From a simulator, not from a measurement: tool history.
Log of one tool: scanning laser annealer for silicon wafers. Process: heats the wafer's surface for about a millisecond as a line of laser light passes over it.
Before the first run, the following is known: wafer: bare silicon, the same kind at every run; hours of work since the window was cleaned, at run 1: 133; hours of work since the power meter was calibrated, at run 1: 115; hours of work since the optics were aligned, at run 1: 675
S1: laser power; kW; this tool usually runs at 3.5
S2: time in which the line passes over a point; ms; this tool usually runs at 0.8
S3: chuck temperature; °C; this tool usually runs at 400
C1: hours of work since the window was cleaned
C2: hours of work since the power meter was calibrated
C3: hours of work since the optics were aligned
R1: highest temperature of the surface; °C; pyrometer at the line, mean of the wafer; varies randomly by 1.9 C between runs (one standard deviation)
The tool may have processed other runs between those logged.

run,hour,S1,S2,S3,C1,C2,C3,R1
1,0,3.5,0.8,400,133,115,675,1103
2,19.1,3.5,0.8,395,143,125,685,1095
3,31.4,3.5,0.8,395,150,131,692,1101
4,54.2,3.5,0.8,395,162,144,704,1099
5,75.9,3.5,0.8,400,174,155,716,1102
6,93,3.5,0.8,400,183,164,725,1102
7,107.3,3.5,0.797,400,191,172,732,1100
8,123.9,3.5,0.797,400,200,181,741,1100
9,140.7,3.5,0.8,427,209,190,750,1128
10,156.8,3.5,0.847,400,217,198,759,1122
11,179.5,3.5,0.847,400,229,211,771,1126
12,197.2,3.222,0.847,400,239,220,780,1048
13,222.5,3.222,0.847,400,252,234,794,1046
14,234.8,3.222,0.847,400,259,240,801,1049
15,250.3,3.5,0.8,434,267,249,809,1137
16,264.9,3.5,0.8,404,275,256,817,1105
17,281.7,3.566,0.63,386,284,265,826,1025
18,303.4,3.176,0.752,400,296,277,837,997
19,323.9,3.5,0.8,430,307,288,848,1131
20,339.9,3.565,0.8,372,315,296,857,1091
21,358.4,3.565,0.8,372,325,306,867,1090
22,373,3.395,0.885,397,333,314,875,1105
23,389.8,3.846,0.885,379,342,323,883,1213
24,404.4,3.475,0.733,398,350,331,891,1062
25,416,3.342,0.603,400,356,337,898,973
26,439.4,3.137,0.852,437,368,350,910,1063

Each row is a separate what-if for the run after 26, all from the same tool condition, not one after another. Results?
A,461.2,3.137,0.88,434,380,361,922,?
B,461.2,3.753,0.8,400,380,361,922,?
C,461.2,3.666,0.649,376,380,361,922,?
D,461.2,3.378,0.689,400,380,361,922,?

run,R1
A,1072
B,1169
C,1046
D,1020
The same runs, with their run-to-run variation unchanged, on a tool lacking any hidden condition would have given:
run,R1
A,1072
B,1169
C,1047
D,1021

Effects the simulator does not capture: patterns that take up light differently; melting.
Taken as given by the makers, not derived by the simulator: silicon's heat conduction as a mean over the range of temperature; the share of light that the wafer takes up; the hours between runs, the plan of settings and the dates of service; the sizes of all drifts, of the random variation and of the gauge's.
